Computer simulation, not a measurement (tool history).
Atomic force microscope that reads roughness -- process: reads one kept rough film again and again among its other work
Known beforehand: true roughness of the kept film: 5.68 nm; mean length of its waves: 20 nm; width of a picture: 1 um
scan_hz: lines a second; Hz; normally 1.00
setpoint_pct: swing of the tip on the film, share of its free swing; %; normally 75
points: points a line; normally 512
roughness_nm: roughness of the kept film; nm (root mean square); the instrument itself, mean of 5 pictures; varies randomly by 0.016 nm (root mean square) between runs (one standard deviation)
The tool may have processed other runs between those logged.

run	day	scan_hz	setpoint_pct	points	roughness_nm
1	0.000	1.00	75	512	2.472
2	1.925	1.00	75	512	2.244
# day 2.933: new tip fitted
3	4.050	1.00	75	346	3.516
4	6.542	1.00	60	346	3.050
5	8.917	1.00	75	337	2.576
6	12.183	1.00	75	673	2.202
# day 12.742: new tip fitted
7	13.817	1.00	75	673	3.464
8	15.367	1.00	75	673	3.132
9	16.829	1.00	75	673	2.898
10	18.367	1.00	75	512	2.640
11	21.675	1.00	75	512	2.199
# day 22.554: new tip fitted
12	23.321	1.00	75	512	3.674
13	25.983	1.00	75	512	3.091
14	28.196	1.00	75	512	2.744
15	31.446	1.00	75	512	2.304
# day 32.375: new tip fitted
16	33.717	1.00	75	512	3.415
17	35.671	3.55	75	512	2.663
18	37.633	3.55	75	512	2.398
19	39.046	1.00	75	750	2.500
20	41.258	1.00	75	815	2.235
# day 42.171: new tip fitted
21	43.742	1.00	61	313	3.452
22	45.433	1.00	61	313	3.061
23	48.400	1.00	61	313	2.592
24	50.479	1.00	61	313	2.291
# day 51.933: new tip fitted
25	53.096	0.92	79	512	3.468
26	54.733	0.92	77	512	3.153
27	56.200	0.52	78	547	2.901
28	57.538	2.80	75	398	2.456
29	60.362	2.80	75	398	2.111
# day 61.829: new tip fitted
30	62.908	2.80	75	398	3.198
31	64.329	1.41	75	512	3.115
32	65.767	1.41	75	512	2.849
33	67.971	0.63	80	512	2.572
34	71.042	0.63	80	512	2.195
# day 71.625: new tip fitted
35	73.479	1.03	65	513	3.391
36	76.121	1.75	65	392	2.751
37	78.650	1.09	66	392	2.452

5 options for the next run, each taken on its own from the tool as it stands now. Forecast them:
A	81.112	2.06	67	669	?
B	81.112	3.38	81	786	?
C	81.112	1.14	66	392	?
D	81.112	2.61	61	897	?
E	81.112	1.00	75	854	?

run	roughness_nm
A	2.112
B	1.861
C	2.182
D	2.150
E	2.175
Stripped of hidden state, with their random variation kept, the same runs would have yielded:
run	roughness_nm
A	3.771
B	3.321
C	3.888
D	3.842
E	3.882
